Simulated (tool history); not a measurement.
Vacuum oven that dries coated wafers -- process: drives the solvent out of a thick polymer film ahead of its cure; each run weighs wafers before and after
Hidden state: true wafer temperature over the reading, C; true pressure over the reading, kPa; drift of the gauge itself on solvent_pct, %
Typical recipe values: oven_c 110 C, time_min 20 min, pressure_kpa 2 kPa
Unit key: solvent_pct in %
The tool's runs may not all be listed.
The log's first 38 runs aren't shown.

run	hour	oven_c	time_min	pressure_kpa	hours of work since the thermocouples were calibrated	hours of work since the vacuum gauge was cleaned of residue	solvent_pct
39	577.6	117	16	5.61	20	585	1.46
40	590.9	117	16	5.61	27	591	1.45
41	603.5	117	16	5.61	33	598	1.44
42	612.8	117	11	1	38	603	1.35
43	623	117	11	1	43	608	1.38
44	632.3	117	12	1	48	613	1.12
45	641.5	110	20	6.5	53	617	2.11
46	664	110	20	6.5	64	629	2.1
47	682.6	105	18	2.24	73	638	2.12

4 ways to go on from here, each from the tool as it stands after run 47. What would each give?
A	694.4	116	19	1.35	79	644	?
B	694.4	96	30	2.86	79	644	?
C	694.4	105	11	2.24	79	644	?
D	694.4	103	15	2	79	644	?

run	solvent_pct
A	0.52
B	2.45
C	4.11
D	3.18
Without the tool's hidden state the same runs would have given:
run	solvent_pct
A	0.52
B	2.51
C	4.23
D	3.28
